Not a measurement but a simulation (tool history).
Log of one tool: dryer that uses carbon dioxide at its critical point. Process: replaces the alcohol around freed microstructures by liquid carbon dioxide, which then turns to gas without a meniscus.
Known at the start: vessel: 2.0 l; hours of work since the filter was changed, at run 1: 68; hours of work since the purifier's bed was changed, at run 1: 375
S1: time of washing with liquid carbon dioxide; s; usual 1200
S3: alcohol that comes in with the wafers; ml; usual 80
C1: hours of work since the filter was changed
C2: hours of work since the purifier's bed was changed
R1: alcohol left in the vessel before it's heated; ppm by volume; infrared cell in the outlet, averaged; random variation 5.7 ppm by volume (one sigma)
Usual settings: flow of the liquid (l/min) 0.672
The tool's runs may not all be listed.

Run 1, day 0: usual settings; C1 68; C2 375. Result: R1 327 ppm by volume.
Run 2, day 0.85: usual settings; C1 75; C2 381. Result: R1 328 ppm by volume.
Run 3, day 1.996: usual settings; C1 84; C2 390. Result: R1 336 ppm by volume.
Run 4, day 2.683: usual settings; C1 89; C2 396. Result: R1 346 ppm by volume.
Run 5, day 4.133: usual settings but flow of the liquid (l/min) 0.917; C1 101; C2 407. Result: R1 133 ppm by volume.
Run 6, day 5.021: usual settings but flow of the liquid (l/min) 0.917; C1 108; C2 414. Result: R1 134 ppm by volume.
Run 7, day 6.379: usual settings but flow of the liquid (l/min) 0.917; C1 118; C2 425. Result: R1 138 ppm by volume.
Run 8, day 7.533: usual settings but flow of the liquid (l/min) 0.917; C1 127; C2 434. Result: R1 151 ppm by volume.
Run 9, day 8.154: usual settings but flow of the liquid (l/min) 0.917; C1 132; C2 438. Result: R1 140 ppm by volume.
Run 10, day 9.458: usual settings; C1 142; C2 449. Result: R1 411 ppm by volume.
Run 11, day 10.912: usual settings; C1 154; C2 460. Result: R1 421 ppm by volume.
At day 11.079: inlet filter changed.
Run 12, day 11.938: usual settings; C1 7; C2 468. Result: R1 292 ppm by volume.
Run 13, day 12.65: usual settings; C1 12; C2 473. Result: R1 294 ppm by volume.
Run 14, day 13.246: usual settings; C1 17; C2 478. Result: R1 301 ppm by volume.
Run 15, day 14.108: usual settings; C1 24; C2 485. Result: R1 312 ppm by volume.
Run 16, day 15.208: usual settings; C1 32; C2 493. Result: R1 327 ppm by volume.
Run 17, day 16.204: usual settings but S1 1140 s; C1 40; C2 501. Result: R1 398 ppm by volume.
Run 18, day 17.179: usual settings but S1 900 s; C1 48; C2 509. Result: R1 906 ppm by volume.
Run 19, day 17.792: usual settings but S1 900 s; C1 53; C2 514. Result: R1 936 ppm by volume.
Run 20, day 19.254: usual settings but S1 900 s; C1 64; C2 525. Result: R1 952 ppm by volume.
Run 21, day 20.346: usual settings but flow of the liquid (l/min) 0.966; C1 73; C2 534. Result: R1 150 ppm by volume.
Run 22, day 20.996: usual settings but flow of the liquid (l/min) 0.589; C1 78; C2 539. Result: R1 625 ppm by volume.
Run 23, day 22.117: usual settings; C1 86; C2 547. Result: R1 383 ppm by volume.
Run 24, day 23.471: usual settings but S1 1440 s, flow of the liquid (l/min) 1.073, S3 28 ml; C1 97; C2 558. Result: R1 124 ppm by volume.
Run 25, day 24.429: usual settings but S1 780 s, flow of the liquid (l/min) 0.471, S3 114 ml; C1 105; C2 565. Result: R1 6263 ppm by volume.
Run 26, day 25.388: usual settings but flow of the liquid (l/min) 0.425; C1 112; C2 573. Result: R1 1997 ppm by volume.
Run 27, day 26.1: usual settings but S1 1560 s, flow of the liquid (l/min) 0.646, S3 59 ml; C1 118; C2 579. Result: R1 190 ppm by volume.
Run 28, day 27.475: usual settings but S1 1560 s, flow of the liquid (l/min) 0.646, S3 59 ml; C1 128; C2 589. Result: R1 202 ppm by volume.
Run 29, day 28.579: usual settings but S1 900 s, flow of the liquid (l/min) 0.436, S3 114 ml; C1 137; C2 598. Result: R1 5771 ppm by volume.
Run 30, day 29.804: usual settings but S1 780 s, flow of the liquid (l/min) 0.678, S3 21 ml; C1 147; C2 608. Result: R1 586 ppm by volume.
Run 31, day 30.654: usual settings but flow of the liquid (l/min) 0.598, S3 61 ml; C1 153; C2 614. Result: R1 591 ppm by volume.
At day 30.783: inlet filter changed.
Run 32, day 31.583: usual settings but flow of the liquid (l/min) 0.598, S3 61 ml; C1 6; C2 621. Result: R1 408 ppm by volume.
Run 33, day 32.596: usual settings but flow of the liquid (l/min) 0.598, S3 61 ml; C1 14; C2 629. Result: R1 427 ppm by volume.
Run 34, day 33.25: usual settings but flow of the liquid (l/min) 1.042, S3 88 ml; C1 19; C2 634. Result: R1 149 ppm by volume.
Run 35, day 34.488: usual settings but S3 98 ml; C1 29; C2 644. Result: R1 377 ppm by volume.
Run 36, day 35.421: usual settings but S1 1500 s; C1 36; C2 651. Result: R1 206 ppm by volume.
Run 37, day 36.029: usual settings but S1 1500 s; C1 41; C2 656. Result: R1 211 ppm by volume.
Run 38, day 36.85: usual settings but S1 1140 s; C1 48; C2 662. Result: R1 426 ppm by volume.
Run 39, day 38.283: usual settings but flow of the liquid (l/min) 1.013, S3 36 ml; C1 59; C2 674. Result: R1 153 ppm by volume.
Run 40, day 39.633: usual settings but S1 900 s; C1 69; C2 684. Result: R1 994 ppm by volume.
Run 41, day 40.612: usual settings but S1 900 s; C1 77; C2 692. Result: R1 1011 ppm by volume.
Run 42, day 41.912: usual settings but S1 900 s, flow of the liquid (l/min) 0.499; C1 87; C2 702. Result: R1 2587 ppm by volume.
Run 43, day 42.808: usual settings but S1 900 s, flow of the liquid (l/min) 0.499; C1 94; C2 709. Result: R1 2624 ppm by volume.
Run 44, day 43.5: usual settings but S1 960 s, flow of the liquid (l/min) 0.499; C1 100; C2 714. Result: R1 2246 ppm by volume.
Run 45, day 44.896: usual settings but S1 960 s, flow of the liquid (l/min) 0.499; C1 110; C2 725. Result: R1 2305 ppm by volume.
Run 46, day 45.804: usual settings but S1 960 s, flow of the liquid (l/min) 0.499; C1 118; C2 733. Result: R1 2334 ppm by volume.

4 ways to go on from here, each from the tool as it stands after run 46. What would each give?
Run A, day 46.708: usual settings but S1 1500 s; C1 125; C2 740. Result: R1 ?.
Run B, day 46.708: usual settings but S1 960 s, flow of the liquid (l/min) 0.723; C1 125; C2 740. Result: R1 ?.
Run C, day 46.708: usual settings but S1 900 s, flow of the liquid (l/min) 0.413, S3 22 ml; C1 125; C2 740. Result: R1 ?.
Run D, day 46.708: usual settings but S1 1080 s, flow of the liquid (l/min) 0.63, S3 41 ml; C1 125; C2 740. Result: R1 ?.

run    R1
  A   254
  B   729
  C  1380
  D   461
Without the tool's hidden state the same runs would have given:
run   R1
  A   53
  B  380
  C  988
  D  204
